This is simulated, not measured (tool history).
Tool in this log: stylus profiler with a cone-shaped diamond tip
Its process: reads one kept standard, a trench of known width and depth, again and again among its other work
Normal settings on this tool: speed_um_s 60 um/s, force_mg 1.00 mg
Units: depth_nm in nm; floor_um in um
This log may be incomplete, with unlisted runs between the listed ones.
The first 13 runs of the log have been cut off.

run 14 day=9.888 | speed_um_s=39 force_mg=1.00 | depth_nm=1004.77 floor_um=45.55
run 15 day=10.412 | speed_um_s=39 force_mg=1.00 | depth_nm=1004.60 floor_um=45.49
run 16 day=11.012 | speed_um_s=60 force_mg=0.41 | depth_nm=1002.76 floor_um=44.89
-- day=11.104 height scale calibrated on a step standard
run 17 day=11.658 | speed_um_s=82 force_mg=0.86 | depth_nm=1004.70 floor_um=44.99
run 18 day=12.225 | speed_um_s=30 force_mg=0.87 | depth_nm=1004.21 floor_um=45.51
run 19 day=13.208 | speed_um_s=30 force_mg=0.87 | depth_nm=1004.30 floor_um=45.56
run 20 day=13.788 | speed_um_s=30 force_mg=0.87 | depth_nm=1004.46 floor_um=45.50
-- day=14.167 height scale calibrated on a step standard, once more
run 21 day=14.292 | speed_um_s=30 force_mg=0.87 | depth_nm=1003.68 floor_um=45.49
run 22 day=14.779 | speed_um_s=116 force_mg=0.82 | depth_nm=1003.58 floor_um=44.45
run 23 day=15.433 | speed_um_s=116 force_mg=0.82 | depth_nm=1003.48 floor_um=44.56
run 24 day=16.008 | speed_um_s=59 force_mg=0.95 | depth_nm=1003.90 floor_um=45.25
run 25 day=16.825 | speed_um_s=44 force_mg=1.31 | depth_nm=1005.02 floor_um=45.45
run 26 day=17.579 | speed_um_s=179 force_mg=1.70 | depth_nm=1005.78 floor_um=44.44
run 27 day=18.604 | speed_um_s=179 force_mg=1.70 | depth_nm=1005.68 floor_um=44.36
run 28 day=19.362 | speed_um_s=17 force_mg=0.43 | depth_nm=1002.74 floor_um=45.56
run 29 day=20.042 | speed_um_s=40 force_mg=1.46 | depth_nm=1005.16 floor_um=45.46
run 30 day=20.800 | speed_um_s=27 force_mg=1.46 | depth_nm=1004.98 floor_um=45.55

3 ways to go on from here, each from the tool as it stands after run 30. What would each give?
run A day=21.333 | speed_um_s=186 force_mg=1.00 | depth_nm=? floor_um=?
run B day=21.333 | speed_um_s=154 force_mg=0.57 | depth_nm=? floor_um=?
run C day=21.333 | speed_um_s=39 force_mg=0.85 | depth_nm=? floor_um=?

run=A depth_nm=1004.08 floor_um=43.83
run=B depth_nm=1003.24 floor_um=43.63
run=C depth_nm=1004.01 floor_um=45.35
The same runs, with their run-to-run variation unchanged, on a tool lacking any hidden condition would have given:
run=A depth_nm=1004.01 floor_um=44.06
run=B depth_nm=1003.17 floor_um=43.86
run=C depth_nm=1003.94 floor_um=45.58
